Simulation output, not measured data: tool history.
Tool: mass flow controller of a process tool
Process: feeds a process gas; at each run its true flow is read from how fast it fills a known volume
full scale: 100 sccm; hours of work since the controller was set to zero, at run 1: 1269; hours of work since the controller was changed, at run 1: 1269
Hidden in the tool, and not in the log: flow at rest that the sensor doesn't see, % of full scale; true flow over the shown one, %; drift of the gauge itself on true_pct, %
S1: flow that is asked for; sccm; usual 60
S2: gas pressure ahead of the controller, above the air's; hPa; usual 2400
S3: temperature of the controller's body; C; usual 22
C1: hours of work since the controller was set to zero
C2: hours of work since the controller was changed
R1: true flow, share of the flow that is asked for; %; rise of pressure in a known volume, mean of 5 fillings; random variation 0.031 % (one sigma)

Run 1, hour 0.0: usual settings; C1 1269; C2 1269. Result: R1 98.65 %.
Run 2, hour 140.2: usual settings; C1 1370; C2 1370. Result: R1 98.69 %.
Run 3, hour 278.3: usual settings but S3 37 C; C1 1468; C2 1468. Result: R1 98.39 %.
Run 4, hour 417.2: usual settings but S3 37 C; C1 1567; C2 1567. Result: R1 98.40 %.
Run 5, hour 532.8: usual settings but S3 37 C; C1 1650; C2 1650. Result: R1 98.33 %.
Run 6, hour 655.1: usual settings but S3 37 C; C1 1737; C2 1737. Result: R1 98.39 %.
Run 7, hour 798.0: usual settings but S2 2370 hPa; C1 1839; C2 1839. Result: R1 98.79 %.
Run 8, hour 865.1: usual settings; C1 1886; C2 1886. Result: R1 98.82 %.
Run 9, hour 950.4: usual settings; C1 1947; C2 1947. Result: R1 98.81 %.
Run 10, hour 1041.4: usual settings; C1 2012; C2 2012. Result: R1 98.80 %.
Run 11, hour 1122.2: usual settings but S2 2480 hPa; C1 2070; C2 2070. Result: R1 98.80 %.
Run 12, hour 1211.5: usual settings; C1 2134; C2 2134. Result: R1 98.82 %.
Run 13, hour 1321.5: usual settings; C1 2212; C2 2212. Result: R1 98.88 %.
Run 14, hour 1435.3: usual settings; C1 2293; C2 2293. Result: R1 98.89 %.
Run 15, hour 1572.6: usual settings; C1 2391; C2 2391. Result: R1 98.96 %.
Run 16, hour 1667.2: usual settings; C1 2459; C2 2459. Result: R1 98.85 %.
Run 17, hour 1775.0: usual settings; C1 2535; C2 2535. Result: R1 98.90 %.
Run 18, hour 1856.5: usual settings; C1 2594; C2 2594. Result: R1 98.95 %.
Run 19, hour 1975.8: usual settings; C1 2679; C2 2679. Result: R1 98.99 %.
Run 20, hour 2060.5: usual settings but S1 16 sccm; C1 2739; C2 2739. Result: R1 97.64 %.
Run 21, hour 2172.8: usual settings but S1 16 sccm; C1 2819; C2 2819. Result: R1 97.70 %.
Run 22, hour 2290.5: usual settings but S1 16 sccm; C1 2903; C2 2903. Result: R1 97.65 %.
Run 23, hour 2438.2: usual settings but S1 20 sccm; C1 3008; C2 3008. Result: R1 97.80 %.
Run 24, hour 2549.7: usual settings but S1 20 sccm; C1 3088; C2 3088. Result: R1 97.87 %.
Run 25, hour 2652.3: usual settings but S1 20 sccm; C1 3161; C2 3161. Result: R1 97.87 %.
Run 26, hour 2789.3: usual settings but S1 26 sccm, S2 1650 hPa, S3 21 C; C1 3259; C2 3259. Result: R1 98.47 %.
Run 27, hour 2879.2: usual settings but S1 26 sccm, S2 1650 hPa, S3 21 C; C1 3323; C2 3323. Result: R1 98.46 %.
Run 28, hour 2958.0: usual settings but S1 26 sccm, S2 1650 hPa, S3 21 C; C1 3379; C2 3379. Result: R1 98.47 %.
Run 29, hour 3089.7: usual settings but S1 52 sccm, S2 2290 hPa, S3 21 C; C1 3473; C2 3473. Result: R1 98.95 %.
Run 30, hour 3196.2: usual settings but S1 37 sccm, S2 1480 hPa, S3 24 C; C1 3549; C2 3549. Result: R1 98.85 %.
Run 31, hour 3342.8: usual settings but S1 37 sccm, S2 1480 hPa, S3 24 C; C1 3654; C2 3654. Result: R1 98.84 %.
Run 32, hour 3458.9: usual settings but S1 37 sccm, S2 1480 hPa, S3 24 C; C1 3736; C2 3736. Result: R1 98.89 %.
Run 33, hour 3564.0: usual settings but S1 77 sccm, S3 40 C; C1 3811; C2 3811. Result: R1 99.35 %.
Run 34, hour 3638.2: usual settings but S1 11 sccm, S2 2460 hPa; C1 3864; C2 3864. Result: R1 97.64 %.
Run 35, hour 3737.7: usual settings but S1 22 sccm, S2 1580 hPa, S3 21 C; C1 3935; C2 3935. Result: R1 98.50 %.
Run 36, hour 3888.9: usual settings but S2 2390 hPa; C1 4043; C2 4043. Result: R1 99.29 %.
Run 37, hour 3996.6: usual settings but S1 36 sccm, S2 2240 hPa; C1 4120; C2 4120. Result: R1 98.60 %.
At hour 4031.0: gauge calibrated.
Run 38, hour 4081.6: usual settings but S2 1660 hPa; C1 4180; C2 4180. Result: R1 99.03 %.
Run 39, hour 4186.3: usual settings but S2 1660 hPa; C1 4255; C2 4255. Result: R1 99.03 %.
Run 40, hour 4326.5: usual settings but S1 39 sccm, S2 1660 hPa; C1 4355; C2 4355. Result: R1 98.44 %.
Run 41, hour 4393.3: usual settings but S1 97 sccm, S2 2030 hPa, S3 23 C; C1 4403; C2 4403. Result: R1 99.91 %.
Run 42, hour 4467.3: usual settings but S1 11 sccm, S2 2470 hPa, S3 29 C; C1 4456; C2 4456. Result: R1 97.04 %.
Run 43, hour 4573.1: usual settings but S1 11 sccm, S2 2470 hPa, S3 29 C; C1 4531; C2 4531. Result: R1 97.07 %.
Run 44, hour 4664.1: usual settings but S1 20 sccm, S2 2630 hPa, S3 21 C; C1 4596; C2 4596. Result: R1 97.44 %.
Run 45, hour 4821.8: usual settings but S2 1480 hPa, S3 23 C; C1 4708; C2 4708. Result: R1 99.21 %.
Run 46, hour 4886.8: usual settings but S1 64 sccm, S2 2200 hPa, S3 23 C; C1 4755; C2 4755. Result: R1 99.00 %.
Run 47, hour 4989.4: usual settings but S1 49 sccm, S2 1440 hPa; C1 4828; C2 4828. Result: R1 99.01 %.
Run 48, hour 5060.1: usual settings but S1 49 sccm, S2 1440 hPa, S3 35 C; C1 4878; C2 4878. Result: R1 98.63 %.

Forecast each of these 5 alternatives for the next run:
Run A, hour 5162.0: usual settings but S1 17 sccm, S2 1420 hPa, S3 24 C; C1 4951; C2 4951. Result: R1 ?.
Run B, hour 5162.0: usual settings but S1 23 sccm, S2 1710 hPa; C1 4951; C2 4951. Result: R1 ?.
Run C, hour 5162.0: usual settings but S1 34 sccm, S2 1630 hPa, S3 31 C; C1 4951; C2 4951. Result: R1 ?.
Run D, hour 5162.0: usual settings but S1 49 sccm, S2 2110 hPa, S3 35 C; C1 4951; C2 4951. Result: R1 ?.
Run E, hour 5162.0: usual settings but S1 33 sccm, S2 1440 hPa, S3 24 C; C1 4951; C2 4951. Result: R1 ?.

run     R1
  A  97.94
  B  98.01
  C  98.24
  D  98.32
  E  98.44
Without the tool's hidden state the same runs would have given:
run     R1
  A  97.75
  B  97.83
  C  98.06
  D  98.14
  E  98.26

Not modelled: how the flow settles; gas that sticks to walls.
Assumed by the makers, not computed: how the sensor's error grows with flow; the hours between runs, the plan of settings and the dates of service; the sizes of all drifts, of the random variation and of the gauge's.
